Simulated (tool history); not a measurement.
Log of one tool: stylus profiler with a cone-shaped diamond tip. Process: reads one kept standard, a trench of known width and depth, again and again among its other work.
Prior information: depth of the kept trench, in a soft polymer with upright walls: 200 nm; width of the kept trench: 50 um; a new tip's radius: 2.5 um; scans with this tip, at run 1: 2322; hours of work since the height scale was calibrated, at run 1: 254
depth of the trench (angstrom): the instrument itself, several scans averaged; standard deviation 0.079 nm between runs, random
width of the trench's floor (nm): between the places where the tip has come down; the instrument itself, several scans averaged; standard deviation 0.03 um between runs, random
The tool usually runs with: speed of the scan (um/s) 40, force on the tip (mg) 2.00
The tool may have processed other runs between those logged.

| run | day | speed of the scan (um/s) | force on the tip (mg) | scans with this tip | hours of work since the height scale was calibrated | depth of the trench (angstrom) | width of the trench's floor (nm) |
|---|---|---|---|---|---|---|---|
| 1 | 0.000 | 40 | 2.00 | 2322 | 254 | 2012.8 | 47510 |
| 2 | 5.508 | 40 | 2.00 | 2928 | 321 | 2013.6 | 47410 |
| 3 | 10.846 | 40 | 2.00 | 3516 | 385 | 2013.3 | 47350 |
| 4 | 16.696 | 40 | 2.00 | 4160 | 456 | 2013.1 | 47320 |
| 5 | 22.212 | 40 | 2.00 | 4768 | 522 | 2014.5 | 47250 |
| 6 | 27.554 | 40 | 2.00 | 5356 | 587 | 2013.6 | 47130 |
| 7 | 30.329 | 22 | 2.00 | 5662 | 620 | 2015.3 | 47250 |
| 8 | 34.917 | 22 | 2.00 | 6167 | 675 | 2015.6 | 47230 |
| 9 | 39.250 | 22 | 1.78 | 6645 | 728 | 2015.3 | 47160 |
| 10 | 41.683 | 22 | 1.78 | 6912 | 757 | 2014.9 | 47170 |
| 11 | 46.154 | 22 | 1.78 | 7405 | 811 | 2016.1 | 47060 |
| 12 | 51.879 | 22 | 1.78 | 8035 | 880 | 2015.2 | 47030 |
| 13 | 56.217 | 22 | 1.78 | 8513 | 932 | 2016.3 | 47030 |
| 14 | 58.800 | 40 | 0.93 | 8797 | 964 | 2013.7 | 46780 |
| 15 | 63.121 | 40 | 0.93 | 9273 | 1016 | 2011.8 | 46670 |
| 16 | 65.492 | 40 | 0.93 | 9534 | 1044 | 2011.7 | 46710 |
| 17 | 68.021 | 40 | 0.93 | 9813 | 1075 | 2012.7 | 46610 |
| 18 | 71.146 | 40 | 0.93 | 10157 | 1112 | 2013.1 | 46590 |
| 19 | 73.833 | 77 | 2.38 | 10453 | 1145 | 2017.5 | 46520 |
| 20 | 78.262 | 82 | 1.40 | 10940 | 1198 | 2015.9 | 46340 |
| 21 | 81.654 | 82 | 1.40 | 11314 | 1239 | 2014.5 | 46320 |
| 22 | 85.129 | 82 | 1.40 | 11697 | 1281 | 2014.0 | 46250 |
| 23 | 89.075 | 82 | 1.40 | 12131 | 1329 | 2014.9 | 46170 |
| 24 | 92.725 | 99 | 3.49 | 12533 | 1373 | 2022.4 | 46290 |
| 25 | 98.100 | 18 | 1.76 | 13125 | 1438 | 2017.4 | 46630 |
| 26 | 101.050 | 121 | 0.78 | 13450 | 1473 | 2013.0 | 45500 |
|  | 106.033 | height scale calibrated on a step standard |
| 27 | 106.933 | 69 | 3.12 | 14095 | 11 | 2015.4 | 46320 |
| 28 | 112.471 | 69 | 3.12 | 14705 | 78 | 2015.7 | 46290 |
| 29 | 116.117 | 12 | 2.00 | 15107 | 122 | 2011.3 | 46470 |
| 30 | 119.983 | 12 | 2.00 | 15533 | 168 | 2012.1 | 46470 |
| 31 | 125.308 | 15 | 2.27 | 16119 | 233 | 2011.7 | 46410 |
| 32 | 130.117 | 38 | 3.44 | 16649 | 291 | 2016.1 | 46320 |
| 33 | 135.179 | 101 | 0.91 | 17206 | 352 | 2007.6 | 45580 |
| 34 | 138.950 | 51 | 2.98 | 17621 | 397 | 2015.8 | 46140 |
| 35 | 142.875 | 63 | 0.79 | 18053 | 444 | 2007.3 | 45800 |
| 36 | 148.221 | 14 | 2.00 | 18642 | 509 | 2012.9 | 46270 |

Here are 4 independent what-if runs from the current tool condition. What would each one return?
| A | 151.729 | 42 | 2.00 | 19028 | 551 | ? | ? |
| B | 151.729 | 29 | 0.94 | 19028 | 551 | ? | ? |
| C | 151.729 | 14 | 1.43 | 19028 | 551 | ? | ? |
| D | 151.729 | 14 | 4.61 | 19028 | 551 | ? | ? |

| run | depth of the trench (angstrom) | width of the trench's floor (nm) |
|---|---|---|
| A | 2012.7 | 46080 |
| B | 2009.1 | 46030 |
| C | 2010.9 | 46200 |
| D | 2022.7 | 46270 |
Take away the tool's hidden state, keep each run's random variation, and the runs would have read:
| run | depth of the trench (angstrom) | width of the trench's floor (nm) |
|---|---|---|
| A | 2010.0 | 47810 |
| B | 2006.5 | 47760 |
| C | 2008.3 | 47930 |
| D | 2020.0 | 48000 |
